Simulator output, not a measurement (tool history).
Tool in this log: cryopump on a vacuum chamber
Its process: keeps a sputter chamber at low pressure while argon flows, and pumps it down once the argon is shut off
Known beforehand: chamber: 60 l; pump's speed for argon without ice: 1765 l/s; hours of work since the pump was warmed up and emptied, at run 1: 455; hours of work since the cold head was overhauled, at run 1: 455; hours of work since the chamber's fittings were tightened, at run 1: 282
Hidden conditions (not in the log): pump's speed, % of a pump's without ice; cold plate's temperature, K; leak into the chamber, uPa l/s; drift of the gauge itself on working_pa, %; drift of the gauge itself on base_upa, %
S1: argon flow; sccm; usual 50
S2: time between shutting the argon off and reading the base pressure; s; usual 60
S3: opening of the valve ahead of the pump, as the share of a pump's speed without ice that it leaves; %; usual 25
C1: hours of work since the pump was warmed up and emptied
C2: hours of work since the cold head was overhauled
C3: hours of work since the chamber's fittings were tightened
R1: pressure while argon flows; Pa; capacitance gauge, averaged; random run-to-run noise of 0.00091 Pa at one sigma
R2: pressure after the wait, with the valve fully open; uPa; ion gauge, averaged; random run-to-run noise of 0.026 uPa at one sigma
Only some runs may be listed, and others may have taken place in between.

| run | day | S1 | S2 | S3 | C1 | C2 | C3 | R1 | R2 |
|---|---|---|---|---|---|---|---|---|---|
| 1 | 0.000 | 50 | 60 | 25 | 455 | 455 | 282 | 0.1978 | 1.45 |
| 2 | 3.208 | 50 | 60 | 25 | 490 | 490 | 317 | 0.1975 | 1.45 |
| 3 | 7.979 | 50 | 60 | 25 | 542 | 542 | 370 | 0.1967 | 1.48 |
| 4 | 11.658 | 50 | 60 | 25 | 583 | 583 | 410 | 0.1978 | 1.52 |
| 5 | 15.825 | 50 | 60 | 25 | 629 | 629 | 456 | 0.1990 | 1.56 |
| 6 | 18.871 | 50 | 60 | 25 | 662 | 662 | 489 | 0.1992 | 1.57 |
| 7 | 22.558 | 50 | 60 | 25 | 703 | 703 | 530 | 0.1986 | 1.65 |
| 8 | 26.150 | 50 | 60 | 25 | 742 | 742 | 569 | 0.2008 | 1.68 |
| 9 | 30.338 | 50 | 40 | 25 | 788 | 788 | 615 | 0.2010 | 2.14 |
| 10 | 32.808 | 50 | 40 | 25 | 815 | 815 | 642 | 0.2011 | 2.15 |
| 11 | 36.188 | 50 | 40 | 25 | 852 | 852 | 679 | 0.2010 | 2.25 |
| 12 | 40.475 | 50 | 60 | 25 | 899 | 899 | 727 | 0.2020 | 1.76 |
| 13 | 43.212 | 50 | 60 | 25 | 929 | 929 | 757 | 0.2025 | 1.79 |
| 14 | 46.517 | 50 | 60 | 25 | 966 | 966 | 793 | 0.2030 | 1.79 |
| 15 | 50.133 | 50 | 60 | 25 | 1005 | 1005 | 833 | 0.2047 | 1.82 |
|  | 54.204 | pump warmed up, emptied and cooled again |
| 16 | 54.204 | 50 | 60 | 25 | 0 | 1048 | 875 | 0.1915 | 1.63 |
| 17 | 56.488 | 50 | 60 | 25 | 25 | 1073 | 900 | 0.1907 | 1.75 |
| 18 | 60.429 | 50 | 60 | 25 | 68 | 1116 | 943 | 0.1927 | 1.79 |
| 19 | 63.825 | 50 | 60 | 25 | 106 | 1153 | 981 | 0.1907 | 1.80 |
| 20 | 66.575 | 54 | 26 | 38 | 136 | 1184 | 1011 | 0.1380 | 3.16 |
| 21 | 68.746 | 54 | 247 | 29 | 160 | 1207 | 1035 | 0.1807 | 1.09 |
| 22 | 71.238 | 54 | 247 | 29 | 187 | 1235 | 1062 | 0.1822 | 1.10 |
| 23 | 73.238 | 54 | 247 | 29 | 209 | 1257 | 1084 | 0.1814 | 1.16 |
| 24 | 75.850 | 88 | 128 | 25 | 238 | 1285 | 1113 | 0.3437 | 1.40 |
| 25 | 79.567 | 24 | 128 | 20 | 278 | 1326 | 1153 | 0.1177 | 1.40 |
| 26 | 84.362 | 39 | 239 | 24 | 331 | 1379 | 1206 | 0.1608 | 1.23 |
| 27 | 88.158 | 42 | 59 | 25 | 373 | 1420 | 1248 | 0.1657 | 2.07 |
| 28 | 92.233 | 65 | 52 | 37 | 418 | 1465 | 1293 | 0.1748 | 2.20 |
| 29 | 94.308 | 65 | 52 | 37 | 440 | 1488 | 1315 | 0.1754 | 2.23 |
| 30 | 96.900 | 65 | 31 | 15 | 469 | 1516 | 1344 | 0.4192 | 3.01 |
| 31 | 100.617 | 50 | 137 | 30 | 510 | 1557 | 1385 | 0.1656 | 1.54 |
| 32 | 103.721 | 89 | 119 | 22 | 544 | 1591 | 1419 | 0.4000 | 1.69 |
| 33 | 106.946 | 44 | 60 | 25 | 579 | 1627 | 1454 | 0.1734 | 2.24 |

Selected run-to-run steps in R1, each split into two signed amounts: the part the tool would show with no hidden state at all (from settings, incoming material and random variation), and the remainder, which goes to the hidden state together with any gauge scatter not common to the measured and the hidden-state-free results:
Run 15 -> 16: pump warmed up, emptied and cooled again. R1 -0.0132 Pa: hidden state -0.0123, all else -0.0009.
Run 29 -> 30: S2 52 -> 31, S3 37 -> 15. R1 +0.2438 Pa: hidden state +0.0004, all else +0.2434.
Run 30 -> 31: S1 65 -> 50, S2 31 -> 137, S3 15 -> 30. R1 -0.2536 Pa: hidden state -0.0012, all else -0.2524.
Run 31 -> 32: S1 50 -> 89, S2 137 -> 119, S3 30 -> 22. R1 +0.2344 Pa: hidden state +0.0056, all else +0.2288.
Run 32 -> 33: S1 89 -> 44, S2 119 -> 60, S3 22 -> 25. R1 -0.2266 Pa: hidden state -0.0057, all else -0.2209.

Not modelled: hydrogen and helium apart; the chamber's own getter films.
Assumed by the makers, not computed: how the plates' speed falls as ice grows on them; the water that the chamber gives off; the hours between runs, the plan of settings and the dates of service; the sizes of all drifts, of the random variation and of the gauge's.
